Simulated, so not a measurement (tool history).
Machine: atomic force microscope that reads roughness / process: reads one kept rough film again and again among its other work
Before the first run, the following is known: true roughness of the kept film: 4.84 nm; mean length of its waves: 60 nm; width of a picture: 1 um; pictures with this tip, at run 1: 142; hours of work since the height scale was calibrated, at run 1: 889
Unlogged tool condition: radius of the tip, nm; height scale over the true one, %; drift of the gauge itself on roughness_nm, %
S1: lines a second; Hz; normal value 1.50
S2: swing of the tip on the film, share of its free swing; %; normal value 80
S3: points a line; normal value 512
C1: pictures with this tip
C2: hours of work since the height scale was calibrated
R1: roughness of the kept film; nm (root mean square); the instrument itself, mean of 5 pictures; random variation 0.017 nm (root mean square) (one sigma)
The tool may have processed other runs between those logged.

run,hour,S1,S2,S3,C1,C2,R1
1,0.0,1.50,80,512,142,889,3.815
2,37.0,1.50,80,512,217,919,3.750
# hour 55.6: new tip fitted
3,75.1,1.50,80,512,39,948,3.974
4,119.3,1.50,80,512,129,984,3.841
5,145.0,1.50,78,512,181,1004,3.827
# hour 179.7: new tip fitted
6,187.0,1.50,80,512,14,1037,3.984
7,214.2,1.50,80,265,69,1058,3.899
8,252.0,2.32,80,512,146,1088,3.569
9,279.5,2.32,80,512,202,1110,3.492
10,298.0,1.50,80,512,239,1125,3.704
# hour 304.3: new tip fitted
11,333.4,1.50,80,430,59,1153,3.913
12,369.0,1.50,80,430,131,1181,3.837
13,393.0,1.50,80,430,180,1200,3.785
# hour 430.4: new tip fitted
14,437.5,1.50,80,430,14,1235,3.979
15,459.4,1.50,80,430,59,1252,3.909
16,503.3,1.50,80,430,148,1287,3.821
17,522.8,1.50,80,608,187,1303,3.774
# hour 556.3: new tip fitted
18,567.7,1.50,80,608,23,1338,3.965
19,603.2,1.50,80,608,95,1366,3.869
20,643.8,1.50,80,608,177,1398,3.721
21,668.0,1.03,80,608,227,1417,3.828
# hour 680.9: new tip fitted
22,697.5,1.03,80,608,34,1440,4.098
23,732.0,0.64,80,608,103,1468,4.155
24,777.0,0.64,80,608,195,1503,4.040
25,795.9,0.64,80,918,233,1518,4.024
# hour 801.1: height scale calibrated on a step standard
# hour 808.0: new tip fitted
26,827.5,0.64,80,918,39,21,4.191
27,858.8,1.50,63,830,102,45,4.129
28,898.1,1.50,88,511,182,77,3.519
# hour 913.9: height scale calibrated on a step standard, once more
29,917.8,1.03,73,632,220,3,4.037
# hour 936.7: new tip fitted
30,950.8,1.03,73,632,29,29,4.325
31,980.1,1.03,73,632,88,52,4.242
32,1004.6,1.03,73,632,138,72,4.174
33,1043.4,1.17,77,512,217,102,3.938
# hour 1063.0: new tip fitted
34,1068.9,0.89,65,650,13,122,4.494
35,1096.9,2.61,83,674,69,144,3.526
36,1136.1,0.88,74,512,149,176,4.164
37,1173.9,1.45,56,553,225,206,4.155
# hour 1186.9: new tip fitted
38,1208.5,1.45,56,553,43,233,4.428
39,1233.6,3.38,69,408,94,252,3.817
40,1252.8,1.05,80,376,133,268,4.018
41,1277.3,0.97,72,595,183,287,4.092
# hour 1312.1: new tip fitted
42,1316.5,1.50,80,363,9,318,4.062
43,1343.3,0.90,80,637,63,339,4.180
44,1386.4,0.90,80,637,150,373,4.075
45,1430.8,0.90,80,637,240,409,3.940
# hour 1437.1: new tip fitted
46,1453.6,2.98,67,512,34,426,4.018
47,1478.0,2.98,67,512,83,446,3.941
48,1518.0,1.11,84,310,164,477,3.865
49,1547.5,1.12,81,655,224,501,3.883

Describe how what the log doesn't record of the tool's condition differs between the last listed run preceding each entry between runs and the first listed run following it.
In the gap between runs 2 and 3: new tip fitted (hour 55.6)
  radius of the tip, nm: 21.6 -> 9.7; height scale over the true one, %: -1.32 -> -1.36
  measured minus no-state result, R1: -0.334 -> -0.110 nm (root mean square)
In the gap between runs 5 and 6: new tip fitted (hour 179.7)
  radius of the tip, nm: 19.3 -> 8.4; height scale over the true one, %: -1.42 -> -1.47
  measured minus no-state result, R1: -0.299 -> -0.088 nm (root mean square)
In the gap between runs 10 and 11: new tip fitted (hour 304.3)
  radius of the tip, nm: 23.2 -> 11.1; height scale over the true one, %: -1.58 -> -1.62
  measured minus no-state result, R1: -0.373 -> -0.147 nm (root mean square)
In the gap between runs 13 and 14: new tip fitted (hour 430.4)
  radius of the tip, nm: 18.7 -> 8; height scale over the true one, %: -1.68 -> -1.73
  measured minus no-state result, R1: -0.295 -> -0.091 nm (root mean square)
In the gap between runs 17 and 18: new tip fitted (hour 556.3)
  radius of the tip, nm: 18.9 -> 9.4; height scale over the true one, %: -1.81 -> -1.86
  measured minus no-state result, R1: -0.304 -> -0.125 nm (root mean square)
In the gap between runs 21 and 22: new tip fitted (hour 680.9)
  radius of the tip, nm: 23.4 -> 9.9; height scale over the true one, %: -1.96 -> -1.99
  measured minus no-state result, R1: -0.404 -> -0.145 nm (root mean square)
In the gap between runs 25 and 26: height scale calibrated on a step standard (hour 801.1); new tip fitted (hour 808.0)
  radius of the tip, nm: 22.5 -> 9.8; height scale over the true one, %: -2.09 -> -3
  measured minus no-state result, R1: -0.413 -> -0.191 nm (root mean square)
In the gap between runs 28 and 29: height scale calibrated on a step standard, once more (hour 913.9)
  radius of the tip, nm: 19.1 -> 21.8; height scale over the true one, %: -3.07 -> 0.06
  measured minus no-state result, R1: -0.335 -> -0.302 nm (root mean square)
In the gap between runs 29 and 30: new tip fitted (hour 936.7)
  radius of the tip, nm: 21.8 -> 9.1; height scale over the true one, %: 0.06 -> 0.03
  measured minus no-state result, R1: -0.302 -> -0.046 nm (root mean square)
In the gap between runs 33 and 34: new tip fitted (hour 1063.0)
  radius of the tip, nm: 21 -> 8; height scale over the true one, %: -0.07 -> -0.1
  measured minus no-state result, R1: -0.284 -> -0.029 nm (root mean square)
In the gap between runs 37 and 38: new tip fitted (hour 1186.9)
  radius of the tip, nm: 22 -> 10; height scale over the true one, %: -0.21 -> -0.24
  measured minus no-state result, R1: -0.328 -> -0.078 nm (root mean square)
In the gap between runs 41 and 42: new tip fitted (hour 1312.1)
  radius of the tip, nm: 19.2 -> 8.1; height scale over the true one, %: -0.31 -> -0.35
  measured minus no-state result, R1: -0.270 -> -0.036 nm (root mean square)
In the gap between runs 45 and 46: new tip fitted (hour 1437.1)
  radius of the tip, nm: 22.8 -> 9.3; height scale over the true one, %: -0.46 -> -0.48
  measured minus no-state result, R1: -0.337 -> -0.068 nm (root mean square)
